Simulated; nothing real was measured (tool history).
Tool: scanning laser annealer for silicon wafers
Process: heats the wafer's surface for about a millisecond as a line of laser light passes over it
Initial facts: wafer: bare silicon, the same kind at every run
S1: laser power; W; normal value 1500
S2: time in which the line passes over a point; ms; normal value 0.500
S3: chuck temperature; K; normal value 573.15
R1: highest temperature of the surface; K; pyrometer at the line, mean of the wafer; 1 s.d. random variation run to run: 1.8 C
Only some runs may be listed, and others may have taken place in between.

run	day	S1	S2	S3	R1
1	0.000	1500	0.500	573.15	1330.15
2	0.654	1500	0.500	573.15	1334.15
3	1.138	1500	0.500	573.15	1334.15
4	1.725	1500	0.500	573.15	1336.15
5	2.079	1500	0.500	573.15	1331.15
6	2.533	1500	0.500	573.15	1328.15
7	3.033	1500	0.500	573.15	1328.15
8	3.379	1500	0.500	573.15	1331.15
9	3.842	1500	0.355	573.15	1192.15
10	4.533	1500	0.355	573.15	1194.15
11	5.238	1405	0.500	573.15	1275.15
12	5.621	1405	0.500	573.15	1275.15
13	6.333	1405	0.500	573.15	1273.15
14	6.712	1405	0.500	573.15	1272.15
15	7.342	1405	0.500	573.15	1272.15
16	7.804	1405	0.500	573.15	1272.15
17	8.412	1405	0.500	573.15	1271.15
18	9.125	1405	0.500	573.15	1273.15
19	9.779	1405	0.500	573.15	1271.15
20	10.362	1500	0.523	573.15	1344.15
21	10.792	1505	0.573	593.15	1409.15
22	11.296	1630	0.573	593.15	1487.15
23	11.888	1395	0.456	566.15	1217.15
24	12.292	1395	0.456	611.15	1265.15
25	12.842	1395	0.456	611.15	1266.15
26	13.450	1468	0.561	573.15	1354.15
27	13.917	1469	0.369	541.15	1154.15
28	14.462	1492	0.586	573.15	1386.15
29	14.988	1492	0.586	573.15	1386.15
30	15.275	1446	0.526	573.15	1308.15
31	15.704	1414	0.431	568.15	1211.15
32	16.408	1500	0.532	573.15	1347.15
33	16.729	1609	0.584	566.15	1445.15
34	17.321	1609	0.519	572.15	1402.15
35	17.646	1609	0.519	609.15	1436.15
# day 17.946: optics aligned, line set to its width
36	18.154	1609	0.519	609.15	1441.15
37	18.792	1609	0.519	609.15	1445.15
38	19.204	1609	0.519	609.15	1446.15
39	19.829	1567	0.500	534.15	1328.15

Predict the results of run 40:
40	20.542	1567	0.500	534.15	?

R1: 1323.15 K
Had the tool carried no hidden state, the very same run would have given R1 1342.15 K.
